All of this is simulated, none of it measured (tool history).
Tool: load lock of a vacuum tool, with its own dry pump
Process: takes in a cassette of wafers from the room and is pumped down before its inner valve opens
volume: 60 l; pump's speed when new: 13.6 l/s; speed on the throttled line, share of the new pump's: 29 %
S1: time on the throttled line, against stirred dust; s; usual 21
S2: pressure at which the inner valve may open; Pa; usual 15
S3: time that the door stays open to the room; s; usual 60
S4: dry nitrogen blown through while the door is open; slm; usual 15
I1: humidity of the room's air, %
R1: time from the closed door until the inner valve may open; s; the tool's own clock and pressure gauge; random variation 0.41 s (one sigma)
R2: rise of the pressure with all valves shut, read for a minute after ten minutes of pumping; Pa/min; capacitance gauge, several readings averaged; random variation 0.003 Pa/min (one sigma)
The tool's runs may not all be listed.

| run | hour | S1 | S2 | S3 | S4 | I1 | R1 | R2 |
|---|---|---|---|---|---|---|---|---|
| 1 | 0 | 21 | 15 | 60 | 15 | 47.5 | 54.6 | 0.026 |
| 2 | 162 | 21 | 15 | 60 | 15 | 41.7 | 53.6 | 0.023 |
| 3 | 317.5 | 21 | 15 | 60 | 15 | 44.8 | 54 | 0.026 |
| 4 | 405.2 | 21 | 15 | 60 | 15 | 46.7 | 54.1 | 0.027 |
| 5 | 499.3 | 21 | 15 | 60 | 15 | 46.1 | 54.3 | 0.023 |
| 6 | 591.8 | 21 | 15 | 184 | 15 | 44.9 | 54.1 | 0.034 |
| 7 | 729.9 | 21 | 15 | 184 | 7 | 45.2 | 53.8 | 0.049 |
| 8 | 890.1 | 21 | 15 | 60 | 15 | 48.7 | 54.1 | 0.027 |
| 9 | 1050.4 | 21 | 15 | 60 | 15 | 45.5 | 53.5 | 0.022 |
| 10 | 1144.9 | 21 | 15 | 60 | 15 | 45.1 | 54.3 | 0.023 |
| 11 | 1305 | 21 | 15 | 60 | 15 | 45.4 | 54 | 0.018 |
| 12 | 1429.2 | 21 | 15 | 60 | 15 | 43.6 | 53.9 | 0.021 |
| 13 | 1507 | 21 | 15 | 60 | 15 | 43.6 | 53.6 | 0.022 |
| 14 | 1651.9 | 21 | 15 | 60 | 15 | 44.1 | 54.8 | 0.026 |
| 15 | 1788.6 | 21 | 15 | 60 | 15 | 44.5 | 53.3 | 0.023 |
| 16 | 1865.5 | 41 | 15 | 60 | 15 | 45.5 | 68.1 | 0.025 |
| 17 | 2010.6 | 41 | 15 | 60 | 15 | 46.7 | 67.5 | 0.022 |
| 18 | 2167.3 | 41 | 15 | 60 | 15 | 46.9 | 67.6 | 0.019 |
| 19 | 2320 | 41 | 15 | 60 | 15 | 42.3 | 68.4 | 0.016 |
| 20 | 2393.3 | 41 | 15 | 60 | 15 | 47.2 | 67.4 | 0.025 |
| 21 | 2488.8 | 41 | 14 | 36 | 30 | 44.2 | 68.2 | 0.009 |
| 22 | 2653.3 | 33 | 12 | 36 | 30 | 46.5 | 63.8 | 0.013 |
| 23 | 2748.4 | 21 | 21 | 60 | 9 | 43.2 | 52.6 | 0.025 |
| 24 | 2913.2 | 23 | 15 | 60 | 15 | 44.4 | 55.5 | 0.021 |
| 25 | 2983.3 | 23 | 15 | 60 | 15 | 50.1 | 54.4 | 0.021 |
| 26 | 3100.8 | 30 | 12 | 236 | 32 | 46.3 | 61.5 | 0.017 |
| 27 | 3180.2 | 30 | 12 | 86 | 32 | 45.7 | 61.4 | 0.013 |
| 28 | 3253.7 | 20 | 12 | 86 | 32 | 46.8 | 54.7 | 0.014 |
| 29 | 3337.9 | 20 | 12 | 86 | 32 | 46.6 | 53.9 | 0.012 |
| 30 | 3466.6 | 20 | 12 | 86 | 32 | 44.5 | 54.4 | 0.023 |
| 31 | 3561.2 | 38 | 12 | 195 | 32 | 43.6 | 66.4 | 0.014 |
| 32 | 3690.5 | 38 | 12 | 195 | 32 | 44.4 | 67.1 | 0.022 |
| 33 | 3807.6 | 38 | 22 | 34 | 32 | 43.6 | 63.4 | 0.013 |

5 ways to go on from here, each from the tool as it stands after run 33. What would each give?
| A | 3944.5 | 38 | 18 | 49 | 32 | 45.4 | ? | ? |
| B | 3944.5 | 16 | 15 | 60 | 9 | 45.5 | ? | ? |
| C | 3944.5 | 38 | 18 | 87 | 32 | 46.6 | ? | ? |
| D | 3944.5 | 38 | 22 | 102 | 32 | 45.7 | ? | ? |
| E | 3944.5 | 19 | 27 | 34 | 22 | 41.8 | ? | ? |

| run | R1 | R2 |
|---|---|---|
| A | 64.7 | 0.013 |
| B | 50.4 | 0.031 |
| C | 64.9 | 0.017 |
| D | 64.2 | 0.019 |
| E | 49.9 | 0.017 |
Without the tool's hidden state the same runs would have given:
| run | R1 | R2 |
|---|---|---|
| A | 64.7 | 0.013 |
| B | 50.4 | 0.031 |
| C | 64.9 | 0.016 |
| D | 64.2 | 0.018 |
| E | 49.9 | 0.017 |

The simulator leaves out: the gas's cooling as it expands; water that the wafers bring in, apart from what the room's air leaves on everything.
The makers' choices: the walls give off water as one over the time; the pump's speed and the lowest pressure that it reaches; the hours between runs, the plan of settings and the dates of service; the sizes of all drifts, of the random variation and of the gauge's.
